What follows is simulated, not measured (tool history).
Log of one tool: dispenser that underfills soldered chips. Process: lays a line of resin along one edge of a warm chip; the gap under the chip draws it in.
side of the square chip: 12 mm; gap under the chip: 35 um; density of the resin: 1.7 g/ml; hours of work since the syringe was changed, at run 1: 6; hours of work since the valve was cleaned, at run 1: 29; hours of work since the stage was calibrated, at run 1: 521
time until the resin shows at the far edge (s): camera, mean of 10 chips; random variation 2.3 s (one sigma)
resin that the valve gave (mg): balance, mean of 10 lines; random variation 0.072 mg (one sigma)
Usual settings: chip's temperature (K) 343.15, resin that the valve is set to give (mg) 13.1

run    day  chip's temperature (K)  resin that the valve is set to give (mg)  hours of work since the syringe was changed  hours of work since the valve was cleaned  hours of work since the stage was calibrated  time until the resin shows at the far edge (s)  resin that the valve gave (mg)
  1  0.000                  343.15                                      13.1                                            6                                         29                                           521                                           317.5                           12.78
     0.150  -- new syringe of resin
  2  0.462                  343.15                                      13.1                                            6                                         38                                           530                                           308.7                           12.58
     0.654  -- new syringe of resin
  3  0.862                  343.15                                      13.1                                            4                                         45                                           537                                           290.3                           12.57
     1.117  -- new syringe of resin
  4  1.379                  343.15                                      13.1                                            5                                         55                                           547                                           303.9                           12.55
     1.592  -- new syringe of resin
     2.029  -- dispensing valve cleaned and set on the balance
     2.088  -- new syringe of resin
  5  2.133                  343.15                                      13.1                                            1                                          2                                           560                                           250.7                           12.93
  6  2.462                  330.15                                      13.1                                            7                                          8                                           566                                           563.0                           12.95
     2.533  -- new syringe of resin
     2.575  -- stage's temperature calibrated
     3.042  -- new syringe of resin
  7  3.062                  335.15                                      15.6                                            0                                         18                                             9                                           313.4                           15.23
     3.500  -- new syringe of resin
  8  3.612                  343.15                                      15.4                                            2                                         29                                            19                                           242.6                           15.07
     4.000  -- new syringe of resin
  9  4.075                  343.15                                      13.8                                            1                                         37                                            28                                           240.9                           13.31
     4.454  -- new syringe of resin
 10  4.658                  348.15                                      14.3                                            4                                         48                                            39                                           219.2                           13.64
     4.900  -- new syringe of resin
 11  5.079                  337.15                                      12.0                                            3                                         56                                            47                                           345.7                           11.18
     5.379  -- new syringe of resin
     5.692  -- dispensing valve cleaned and set on the balance
 12  5.812                  353.15                                      11.4                                            7                                          2                                            60                                           213.3                           11.40

4 ways to go on from here, each from the tool as it stands after run 12. What would each give?
     5.875  -- new syringe of resin
     6.358  -- new syringe of resin
  A  6.421                  331.15                                      11.1                                            1                                         13                                            71                                               ?                               ?
     5.875  -- new syringe of resin
     6.358  -- new syringe of resin
  B  6.421                  332.15                                      16.3                                            1                                         13                                            71                                               ?                               ?
     5.875  -- new syringe of resin
     6.358  -- new syringe of resin
  C  6.421                  343.15                                      13.5                                            1                                         13                                            71                                               ?                               ?
     5.875  -- new syringe of resin
     6.358  -- new syringe of resin
  D  6.421                  337.15                                      13.4                                            1                                         13                                            71                                               ?                               ?

run  time until the resin shows at the far edge (s)  resin that the valve gave (mg)
  A                                           409.0                           10.83
  B                                           368.0                           16.13
  C                                           239.3                           13.22
  D                                           305.7                           13.26
Without the tool's hidden state the same runs would have given:
run  time until the resin shows at the far edge (s)  resin that the valve gave (mg)
  A                                           391.3                           10.98
  B                                           353.5                           16.36
  C                                           229.7                           13.41
  D                                           293.3                           13.45
